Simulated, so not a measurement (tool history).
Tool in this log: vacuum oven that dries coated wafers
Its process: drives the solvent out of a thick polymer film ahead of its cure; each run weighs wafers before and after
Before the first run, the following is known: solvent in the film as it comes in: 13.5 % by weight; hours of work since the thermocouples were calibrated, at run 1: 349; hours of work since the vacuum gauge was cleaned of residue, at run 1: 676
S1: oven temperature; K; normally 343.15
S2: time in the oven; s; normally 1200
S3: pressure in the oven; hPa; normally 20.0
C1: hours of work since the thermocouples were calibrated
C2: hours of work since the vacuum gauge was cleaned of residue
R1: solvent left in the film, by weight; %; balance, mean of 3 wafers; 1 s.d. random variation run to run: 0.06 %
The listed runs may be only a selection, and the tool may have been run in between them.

run 1 hour=0.0 | S1=343.15 S2=1200 S3=20.0 | C1=349 C2=676 | R1=3.63
run 2 hour=45.7 | S1=343.15 S2=1200 S3=20.0 | C1=370 C2=696 | R1=3.70
run 3 hour=86.2 | S1=343.15 S2=1200 S3=20.0 | C1=388 C2=714 | R1=3.58
run 4 hour=106.9 | S1=343.15 S2=1200 S3=20.0 | C1=397 C2=724 | R1=3.69
run 5 hour=134.9 | S1=343.15 S2=1560 S3=20.0 | C1=409 C2=736 | R1=2.86
run 6 hour=156.4 | S1=343.15 S2=1200 S3=16.9 | C1=419 C2=746 | R1=3.62
-- hour=161.1 vacuum gauge cleaned of residue and calibrated
run 7 hour=200.2 | S1=328.15 S2=960 S3=12.4 | C1=438 C2=17 | R1=8.45
run 8 hour=225.6 | S1=334.15 S2=960 S3=61.1 | C1=449 C2=29 | R1=8.81
run 9 hour=246.7 | S1=334.15 S2=960 S3=61.1 | C1=458 C2=38 | R1=8.56
-- hour=256.6 vacuum gauge cleaned of residue and calibrated, once more
run 10 hour=267.2 | S1=334.15 S2=960 S3=61.1 | C1=467 C2=5 | R1=8.69

Run 11 comes next. What will it give?
run 11 hour=300.6 | S1=343.15 S2=2160 S3=23.2 | C1=482 C2=20 | R1=?

R1: 1.93 %
Had the tool carried no hidden state, the very same run would have given R1 1.78 %.

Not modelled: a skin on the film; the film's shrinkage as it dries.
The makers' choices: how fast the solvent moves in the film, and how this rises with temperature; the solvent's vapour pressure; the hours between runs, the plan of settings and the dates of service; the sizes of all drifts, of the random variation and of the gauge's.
